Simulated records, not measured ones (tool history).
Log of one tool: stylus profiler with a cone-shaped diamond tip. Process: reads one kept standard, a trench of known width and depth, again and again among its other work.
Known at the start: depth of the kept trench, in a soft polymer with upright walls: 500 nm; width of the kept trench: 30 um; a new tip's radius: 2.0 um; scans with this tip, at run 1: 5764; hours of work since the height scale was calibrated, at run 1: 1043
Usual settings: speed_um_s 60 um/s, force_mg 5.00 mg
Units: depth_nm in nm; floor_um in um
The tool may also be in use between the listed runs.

| run | hour | speed_um_s | force_mg | scans with this tip | hours of work since the height scale was calibrated | depth_nm | floor_um |
|---|---|---|---|---|---|---|---|
| 1 | 0.0 | 60 | 5.00 | 5764 | 1043 | 507.69 | 26.59 |
| 2 | 38.4 | 60 | 5.00 | 5878 | 1064 | 507.97 | 26.68 |
| 3 | 66.1 | 60 | 5.00 | 5960 | 1079 | 507.89 | 26.57 |
| 4 | 108.4 | 60 | 5.00 | 6085 | 1102 | 508.01 | 26.59 |
| 5 | 154.0 | 60 | 5.00 | 6220 | 1126 | 508.18 | 26.58 |
| 6 | 177.9 | 60 | 5.00 | 6291 | 1139 | 508.14 | 26.58 |
| 7 | 210.4 | 26 | 5.00 | 6387 | 1156 | 508.05 | 26.69 |
| 8 | 233.7 | 32 | 5.00 | 6456 | 1169 | 507.91 | 26.70 |
| 9 | 269.3 | 32 | 5.00 | 6562 | 1188 | 508.39 | 26.63 |
| 10 | 299.5 | 32 | 5.00 | 6651 | 1204 | 508.10 | 26.67 |
| 11 | 338.2 | 32 | 5.00 | 6766 | 1225 | 508.09 | 26.70 |
| 12 | 381.7 | 32 | 5.00 | 6895 | 1248 | 508.12 | 26.59 |
| 13 | 415.6 | 60 | 5.00 | 6995 | 1266 | 508.20 | 26.56 |
| 14 | 441.7 | 60 | 10.14 | 7073 | 1280 | 511.93 | 26.58 |
| 15 | 478.9 | 130 | 2.87 | 7183 | 1300 | 506.56 | 26.06 |
| 16 | 508.4 | 130 | 2.87 | 7270 | 1316 | 506.36 | 26.09 |
| 17 | 556.4 | 117 | 4.72 | 7413 | 1342 | 508.19 | 26.29 |
| 18 | 603.0 | 77 | 10.72 | 7551 | 1367 | 512.43 | 26.52 |
| 19 | 648.7 | 123 | 4.41 | 7686 | 1391 | 508.03 | 26.24 |
| 20 | 692.4 | 123 | 4.41 | 7816 | 1415 | 508.02 | 26.19 |
| 21 | 726.6 | 123 | 4.41 | 7917 | 1433 | 508.05 | 26.18 |
| 22 | 748.8 | 20 | 10.24 | 7983 | 1445 | 512.40 | 26.61 |
| 23 | 779.0 | 225 | 11.45 | 8073 | 1461 | 513.11 | 26.08 |
| 24 | 822.9 | 231 | 1.97 | 8203 | 1485 | 505.71 | 25.23 |
| 25 | 845.4 | 225 | 3.79 | 8269 | 1497 | 507.55 | 25.69 |
| 26 | 865.0 | 187 | 3.10 | 8327 | 1508 | 506.95 | 25.69 |
| 27 | 897.1 | 109 | 3.21 | 8422 | 1525 | 507.38 | 26.14 |
| 28 | 937.1 | 109 | 3.21 | 8541 | 1546 | 507.26 | 26.12 |

Measured less the same run without the tool's hidden state. The same run-to-run variation is in both; the gauge's scatter may not be:
The hidden state here: radius of the tip, um; height scale over the true one, %; drift of the gauge itself on depth_nm, %; drift of the gauge itself on floor_um, %.
| run | depth_nm | floor_um |
|---|---|---|
| 1 | +1.86 | -0.51 |
| 2 | +1.90 | -0.53 |
| 3 | +1.93 | -0.53 |
| 4 | +1.97 | -0.54 |
| 5 | +2.02 | -0.55 |
| 6 | +2.04 | -0.55 |
| 7 | +2.07 | -0.56 |
| 8 | +2.09 | -0.57 |
| 9 | +2.12 | -0.58 |
| 10 | +2.15 | -0.58 |
| 11 | +2.19 | -0.59 |
| 12 | +2.23 | -0.60 |
| 13 | +2.26 | -0.61 |
| 14 | +2.30 | -0.62 |
| 15 | +2.31 | -0.62 |
| 16 | +2.34 | -0.63 |
| 17 | +2.39 | -0.65 |
| 18 | +2.46 | -0.65 |
| 19 | +2.48 | -0.66 |
| 20 | +2.52 | -0.67 |
| 21 | +2.56 | -0.67 |
| 22 | +2.60 | -0.69 |
| 23 | +2.63 | -0.69 |
| 24 | +2.63 | -0.70 |
| 25 | +2.65 | -0.70 |
| 26 | +2.67 | -0.71 |
| 27 | +2.70 | -0.72 |
| 28 | +2.74 | -0.72 |

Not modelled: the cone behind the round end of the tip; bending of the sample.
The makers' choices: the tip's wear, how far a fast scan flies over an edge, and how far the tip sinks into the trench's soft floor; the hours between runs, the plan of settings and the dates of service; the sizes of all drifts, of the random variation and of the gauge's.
